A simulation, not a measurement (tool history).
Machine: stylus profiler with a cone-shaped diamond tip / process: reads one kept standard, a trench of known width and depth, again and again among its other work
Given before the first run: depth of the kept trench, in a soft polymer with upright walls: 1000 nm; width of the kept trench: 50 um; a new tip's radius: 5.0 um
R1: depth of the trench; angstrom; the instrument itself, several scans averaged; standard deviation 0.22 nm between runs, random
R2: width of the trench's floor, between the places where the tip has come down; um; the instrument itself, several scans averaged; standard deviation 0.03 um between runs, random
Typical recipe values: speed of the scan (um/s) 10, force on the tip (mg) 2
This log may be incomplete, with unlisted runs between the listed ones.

Run 1, hour 0: usual settings. Result: R1 10081.7 angstrom, R2 41.87 um.
Run 2, hour 22.3: usual settings. Result: R1 10081.5 angstrom, R2 41.75 um.
Run 3, hour 48.4: usual settings. Result: R1 10083.7 angstrom, R2 41.67 um.
Run 4, hour 74.8: usual settings. Result: R1 10083.7 angstrom, R2 41.51 um.
Run 5, hour 95.5: usual settings. Result: R1 10084.5 angstrom, R2 41.48 um.
Run 6, hour 110.9: usual settings but speed of the scan (um/s) 6. Result: R1 10082.8 angstrom, R2 41.44 um.
Run 7, hour 127.8: usual settings but speed of the scan (um/s) 6. Result: R1 10080.6 angstrom, R2 41.34 um.
Run 8, hour 149.7: usual settings. Result: R1 10084.4 angstrom, R2 41.25 um.
Run 9, hour 176.1: usual settings. Result: R1 10086.8 angstrom, R2 41.14 um.
Run 10, hour 189.9: usual settings. Result: R1 10089.7 angstrom, R2 41.09 um.
Run 11, hour 208.4: usual settings. Result: R1 10087.8 angstrom, R2 40.97 um.
Run 12, hour 230.7: usual settings. Result: R1 10089.1 angstrom, R2 40.95 um.
Run 13, hour 258.8: usual settings. Result: R1 10093.1 angstrom, R2 40.76 um.
Run 14, hour 270.6: usual settings. Result: R1 10089.5 angstrom, R2 40.73 um.
Run 15, hour 285.4: usual settings. Result: R1 10092.3 angstrom, R2 40.66 um.
Run 16, hour 300.8: usual settings but force on the tip (mg) 0.67. Result: R1 10057.9 angstrom, R2 40.53 um.
Run 17, hour 313.4: usual settings but force on the tip (mg) 0.67. Result: R1 10058.9 angstrom, R2 40.53 um.
Run 18, hour 333: usual settings but speed of the scan (um/s) 9, force on the tip (mg) 2.31. Result: R1 10097.6 angstrom, R2 40.57 um.
Run 19, hour 349.3: usual settings but speed of the scan (um/s) 18, force on the tip (mg) 2.58. Result: R1 10110.7 angstrom, R2 40.4 um.
Run 20, hour 377.1: usual settings but speed of the scan (um/s) 18, force on the tip (mg) 2.58. Result: R1 10111.4 angstrom, R2 40.26 um.
Run 21, hour 396.8: usual settings but speed of the scan (um/s) 11. Result: R1 10096.3 angstrom, R2 40.22 um.
Run 22, hour 416.7: usual settings but speed of the scan (um/s) 32, force on the tip (mg) 2.56. Result: R1 10107.2 angstrom, R2 40.07 um.
Run 23, hour 445: usual settings but speed of the scan (um/s) 32, force on the tip (mg) 0.97. Result: R1 10045.4 angstrom, R2 39.84 um.
Run 24, hour 462.1: usual settings but speed of the scan (um/s) 16, force on the tip (mg) 0.97. Result: R1 10044.5 angstrom, R2 39.99 um.
Run 25, hour 485.4: usual settings but speed of the scan (um/s) 16, force on the tip (mg) 0.97. Result: R1 10047.8 angstrom, R2 39.93 um.
Run 26, hour 497.7: usual settings but speed of the scan (um/s) 12, force on the tip (mg) 5.4. Result: R1 10130.3 angstrom, R2 39.9 um.
Run 27, hour 519.6: usual settings but force on the tip (mg) 1.72. Result: R1 10068.4 angstrom, R2 39.85 um.
Run 28, hour 548.1: usual settings but force on the tip (mg) 1.72. Result: R1 10068.7 angstrom, R2 39.75 um.
Run 29, hour 566.2: usual settings but force on the tip (mg) 1.72. Result: R1 10064.4 angstrom, R2 39.69 um.
Run 30, hour 592.9: usual settings but speed of the scan (um/s) 8, force on the tip (mg) 1.64. Result: R1 10057.1 angstrom, R2 44.02 um.
Run 31, hour 616.9: usual settings but speed of the scan (um/s) 5, force on the tip (mg) 1.16. Result: R1 10040.9 angstrom, R2 43.85 um.
Run 32, hour 628.6: usual settings but speed of the scan (um/s) 13, force on the tip (mg) 3.9. Result: R1 10096.3 angstrom, R2 43.73 um.
Run 33, hour 649.8: usual settings but speed of the scan (um/s) 31, force on the tip (mg) 2.46. Result: R1 10076.9 angstrom, R2 43.54 um.

Between the runs listed above, the log contained 3 entries, not reproduced here. Where in the sequence does each belong, and how does what the log doesn't record of the tool's condition differ from the listed run before to the listed run after?
Between runs 18 and 19: height scale calibrated on a step standard (hour 335.5)
  radius of the tip, um: 11.61 -> 11.74; height scale over the true one, %: 0.289 -> 0.353
  what was measured, less what the result would be without the hidden state, R1: +29 -> +35.5 angstrom; R2: -3.43 -> -3.48 um
Between runs 22 and 23: height scale calibrated on a step standard, once more (hour 420.6)
  radius of the tip, um: 12.33 -> 12.57; height scale over the true one, %: 0.377 -> 0.061
  what was measured, less what the result would be without the hidden state, R1: +38 -> +6.1 angstrom; R2: -3.73 -> -3.82 um
Between runs 29 and 30: new tip fitted, height scale calibrated (hour 592.9)
  radius of the tip, um: 13.66 -> 4.93; height scale over the true one, %: 0.104 -> -0.005
  what was measured, less what the result would be without the hidden state, R1: +10.4 -> -0.5 angstrom; R2: -4.26 -> +0.05 um
